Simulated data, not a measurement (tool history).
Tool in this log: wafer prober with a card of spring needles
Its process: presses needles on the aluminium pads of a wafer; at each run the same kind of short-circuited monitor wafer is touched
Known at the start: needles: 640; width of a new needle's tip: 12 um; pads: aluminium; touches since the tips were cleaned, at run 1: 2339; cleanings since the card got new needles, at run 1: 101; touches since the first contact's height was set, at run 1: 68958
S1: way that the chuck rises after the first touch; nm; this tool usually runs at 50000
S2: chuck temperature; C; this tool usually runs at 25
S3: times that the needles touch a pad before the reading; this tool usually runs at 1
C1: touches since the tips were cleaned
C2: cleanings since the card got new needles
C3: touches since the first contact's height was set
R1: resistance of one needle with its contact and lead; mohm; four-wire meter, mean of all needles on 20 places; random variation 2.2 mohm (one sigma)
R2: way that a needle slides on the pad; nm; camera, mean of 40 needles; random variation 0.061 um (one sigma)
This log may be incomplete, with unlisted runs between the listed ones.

| run | hour | S1 | S2 | S3 | C1 | C2 | C3 | R1 | R2 |
|---|---|---|---|---|---|---|---|---|---|
| 1 | 0 | 50000 | 25 | 1 | 2339 | 101 | 68958 | 238 | 6720 |
|  | 2.2 | tips cleaned on abrasive film |
|  | 12 | tips cleaned on abrasive film |
| 2 | 20.1 | 50000 | 25 | 1 | 2357 | 103 | 74699 | 242 | 6680 |
|  | 21.8 | tips cleaned on abrasive film |
|  | 31.6 | tips cleaned on abrasive film |
| 3 | 39.6 | 50000 | 25 | 1 | 2290 | 105 | 80235 | 238 | 6660 |
|  | 41.8 | tips cleaned on abrasive film |
|  | 52 | tips cleaned on abrasive film |
|  | 61.7 | tips cleaned on abrasive film |
|  | 71.8 | tips cleaned on abrasive film |
| 4 | 74.2 | 50000 | 25 | 1 | 691 | 109 | 90096 | 237 | 6720 |
|  | 81.1 | tips cleaned on abrasive film |
|  | 91.1 | tips cleaned on abrasive film |
|  | 100.6 | tips cleaned on abrasive film |
| 5 | 106.3 | 50000 | 96 | 1 | 1630 | 112 | 99240 | 258 | 6810 |
|  | 110.5 | tips cleaned on abrasive film |
|  | 120.7 | tips cleaned on abrasive film |
| 6 | 121.3 | 50000 | 96 | 1 | 155 | 114 | 103507 | 254 | 6760 |
|  | 131.2 | tips cleaned on abrasive film |
|  | 141.1 | tips cleaned on abrasive film |
| 7 | 145.1 | 50000 | 96 | 1 | 1139 | 116 | 110305 | 261 | 6730 |
|  | 151.4 | tips cleaned on abrasive film |
|  | 159.9 | tips cleaned on abrasive film |
| 8 | 168.1 | 50000 | 96 | 1 | 2365 | 118 | 116871 | 259 | 6620 |
|  | 170.3 | tips cleaned on abrasive film |
|  | 178.7 | tips cleaned on abrasive film |
|  | 187.8 | tips cleaned on abrasive film |
|  | 197.8 | tips cleaned on abrasive film |
| 9 | 201 | 50000 | 96 | 1 | 935 | 122 | 126240 | 259 | 6650 |
|  | 207.4 | tips cleaned on abrasive film |
|  | 217.5 | tips cleaned on abrasive film |
| 10 | 221.1 | 50000 | 96 | 1 | 1026 | 124 | 131966 | 260 | 6740 |
|  | 227 | tips cleaned on abrasive film |
|  | 236.8 | tips cleaned on abrasive film |
| 11 | 244 | 50000 | 96 | 1 | 2086 | 126 | 138509 | 264 | 6740 |
|  | 246.1 | tips cleaned on abrasive film |
|  | 255.6 | tips cleaned on abrasive film |
|  | 264.9 | tips cleaned on abrasive film |
| 12 | 264.9 | 50000 | 96 | 1 | 0 | 129 | 144442 | 263 | 6610 |
|  | 274.7 | tips cleaned on abrasive film |
|  | 284.9 | tips cleaned on abrasive film |
| 13 | 287.9 | 50000 | 96 | 1 | 847 | 131 | 150993 | 255 | 6600 |
|  | 293.8 | tips cleaned on abrasive film |
|  | 303.9 | tips cleaned on abrasive film |
|  | 314.2 | tips cleaned on abrasive film |
| 14 | 322.3 | 50000 | 96 | 1 | 2311 | 134 | 160803 | 262 | 6770 |
|  | 324.4 | tips cleaned on abrasive film |
|  | 333.9 | tips cleaned on abrasive film |
|  | 342.3 | tips cleaned on abrasive film |
|  | 351.8 | tips cleaned on abrasive film |
| 15 | 357.6 | 50000 | 96 | 1 | 1672 | 138 | 170868 | 260 | 6660 |
|  | 361.8 | tips cleaned on abrasive film |
|  | 372.3 | tips cleaned on abrasive film |
|  | 381.8 | tips cleaned on abrasive film |
| 16 | 390 | 50000 | 96 | 1 | 2375 | 141 | 180110 | 262 | 6720 |
|  | 391.9 | tips cleaned on abrasive film |
|  | 400.4 | tips cleaned on abrasive film |
|  | 409.8 | tips cleaned on abrasive film |
|  | 420.2 | tips cleaned on abrasive film |
| 17 | 424.6 | 33000 | 25 | 2 | 1259 | 145 | 189943 | 246 | 4500 |
|  | 430.2 | tips cleaned on abrasive film |
|  | 440.3 | tips cleaned on abrasive film |
|  | 449.7 | tips cleaned on abrasive film |
|  | 459.1 | tips cleaned on abrasive film |
| 18 | 459.8 | 33000 | 25 | 2 | 225 | 149 | 199991 | 244 | 4550 |
|  | 468 | tips cleaned on abrasive film |
|  | 478.3 | tips cleaned on abrasive film |
|  | 487.3 | tips cleaned on abrasive film |
| 19 | 487.3 | 47000 | 40 | 2 | 0 | 152 | 207799 | 244 | 6350 |
|  | 491.7 | height of the first contact set anew |
|  | 497.5 | tips cleaned on abrasive film |
|  | 507.8 | tips cleaned on abrasive film |
| 20 | 507.8 | 37000 | 92 | 1 | 0 | 154 | 4567 | 267 | 4960 |
|  | 517.9 | tips cleaned on abrasive film |
|  | 528.1 | tips cleaned on abrasive film |
|  | 538.6 | tips cleaned on abrasive film |
| 21 | 540.5 | 54000 | 108 | 1 | 543 | 157 | 13887 | 263 | 7190 |
|  | 548.3 | tips cleaned on abrasive film |
|  | 558.3 | tips cleaned on abrasive film |
|  | 568.2 | tips cleaned on abrasive film |
| 22 | 572.6 | 54000 | 108 | 1 | 1267 | 160 | 23060 | 263 | 7170 |
|  | 578.1 | tips cleaned on abrasive film |
|  | 586.6 | tips cleaned on abrasive film |
|  | 596.2 | tips cleaned on abrasive film |
| 23 | 598.2 | 50000 | 25 | 1 | 591 | 163 | 30345 | 239 | 6790 |
|  | 606.4 | tips cleaned on abrasive film |
|  | 616.1 | tips cleaned on abrasive film |
| 24 | 616.1 | 50000 | 25 | 1 | 0 | 165 | 35438 | 242 | 6750 |
|  | 625.9 | tips cleaned on abrasive film |
| 25 | 634.1 | 50000 | 25 | 1 | 2369 | 166 | 40606 | 239 | 6700 |
|  | 636.3 | tips cleaned on abrasive film |
|  | 646.8 | tips cleaned on abrasive film |
| 26 | 649.1 | 50000 | 25 | 1 | 672 | 168 | 44856 | 241 | 6660 |
|  | 656.9 | tips cleaned on abrasive film |
|  | 666.7 | tips cleaned on abrasive film |
|  | 677.2 | tips cleaned on abrasive film |
| 27 | 679.9 | 55000 | 25 | 2 | 784 | 171 | 53629 | 240 | 7360 |
|  | 687.2 | tips cleaned on abrasive film |
|  | 697.1 | tips cleaned on abrasive film |
|  | 706.7 | tips cleaned on abrasive film |
| 28 | 709.9 | 55000 | 25 | 2 | 920 | 174 | 62190 | 240 | 7350 |
|  | 715.9 | tips cleaned on abrasive film |
|  | 726.2 | tips cleaned on abrasive film |
| 29 | 731.5 | 51000 | 25 | 3 | 1524 | 176 | 68351 | 244 | 6770 |

Each row is a separate what-if for the run after 29, all from the same tool condition, not one after another. Results?
|  | 735.8 | tips cleaned on abrasive film |
|  | 745.9 | tips cleaned on abrasive film |
| A | 750 | 45000 | 28 | 2 | 1159 | 178 | 73607 | ? | ? |
|  | 735.8 | tips cleaned on abrasive film |
|  | 745.9 | tips cleaned on abrasive film |
| B | 750 | 65000 | 52 | 1 | 1159 | 178 | 73607 | ? | ? |
|  | 735.8 | tips cleaned on abrasive film |
|  | 745.9 | tips cleaned on abrasive film |
| C | 750 | 50000 | 25 | 1 | 1159 | 178 | 73607 | ? | ? |

| run | R1 | R2 |
|---|---|---|
| A | 244 | 5910 |
| B | 249 | 8660 |
| C | 241 | 6720 |
The same runs, with their run-to-run variation unchanged, on a tool lacking any hidden condition would have given:
| run | R1 | R2 |
|---|---|---|
| A | 244 | 5910 |
| B | 248 | 8660 |
| C | 240 | 6720 |
